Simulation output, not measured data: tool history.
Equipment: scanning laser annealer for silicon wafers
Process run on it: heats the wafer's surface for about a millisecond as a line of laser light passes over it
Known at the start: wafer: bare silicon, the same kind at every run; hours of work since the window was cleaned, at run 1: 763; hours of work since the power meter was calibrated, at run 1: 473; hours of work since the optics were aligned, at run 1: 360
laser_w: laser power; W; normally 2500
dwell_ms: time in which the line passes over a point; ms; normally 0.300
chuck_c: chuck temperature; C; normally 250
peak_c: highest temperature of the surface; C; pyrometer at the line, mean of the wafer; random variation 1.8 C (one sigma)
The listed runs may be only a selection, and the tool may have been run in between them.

run,hour,laser_w,dwell_ms,chuck_c,hours of work since the window was cleaned,hours of work since the power meter was calibrated,hours of work since the optics were aligned,peak_c
1,0.0,2500,0.300,250,763,473,360,1006
2,24.6,2500,0.300,250,776,486,373,1005
3,39.2,2500,0.272,250,783,494,381,968
4,59.3,2500,0.300,250,794,504,391,1007
5,74.4,2500,0.300,216,801,512,399,971
6,98.6,2500,0.300,216,814,525,412,970
7,114.1,2500,0.378,216,822,533,420,1066
8,128.8,2500,0.378,216,830,540,427,1064
9,141.8,2500,0.378,216,836,547,434,1064
10,158.3,2500,0.378,216,845,556,443,1063
11,175.1,2500,0.378,216,854,564,451,1064
12,200.2,2500,0.378,216,867,577,464,1064
13,218.9,2500,0.378,216,876,587,474,1061
14,234.0,2500,0.300,250,884,595,482,996
# hour 238.5: window over the wafer cleaned
15,262.2,2500,0.300,250,12,608,495,983
16,287.5,2500,0.300,250,25,622,509,980
17,306.2,2500,0.300,250,35,631,518,981
18,331.3,2670,0.298,230,48,644,531,1014
# hour 336.5: window over the wafer cleaned, once more
19,351.4,2670,0.298,230,8,654,541,1077
20,368.9,2704,0.359,211,17,663,550,1157
21,380.5,2704,0.359,211,23,669,556,1157
22,398.4,2704,0.359,211,32,678,565,1153
23,425.2,2704,0.359,211,46,692,579,1150
24,447.9,2287,0.300,224,58,704,591,928
25,461.9,2487,0.289,250,65,711,598,1014
26,487.0,2487,0.289,250,78,724,611,1010
27,501.9,2500,0.266,250,86,732,619,985
28,516.0,2369,0.341,274,93,739,626,1054
29,529.1,2369,0.341,274,100,746,633,1055
30,545.2,2369,0.358,282,108,754,641,1088
31,568.5,2369,0.222,248,120,767,653,873
32,593.2,2369,0.222,265,133,779,666,893
33,610.0,2369,0.222,265,142,788,675,894

Measured result minus the same run's result without the hidden state. Both carry the same run-to-run variation, though not necessarily the same gauge scatter:
Hidden state at play: light that passes the window, % of a clean one's; laser's true power over the reading, %; width of the line over the set one, %; drift of the gauge itself on peak_c, C.
run,peak_c
1,-40
2,-41
3,-39
4,-41
5,-42
6,-42
7,-48
8,-49
9,-49
10,-49
11,-50
12,-50
13,-51
14,-46
15,-66
16,-67
17,-67
18,-73
19,-11
20,-13
21,-14
22,-14
23,-15
24,-11
25,-13
26,-13
27,-14
28,-15
29,-15
30,-16
31,-13
32,-13
33,-14
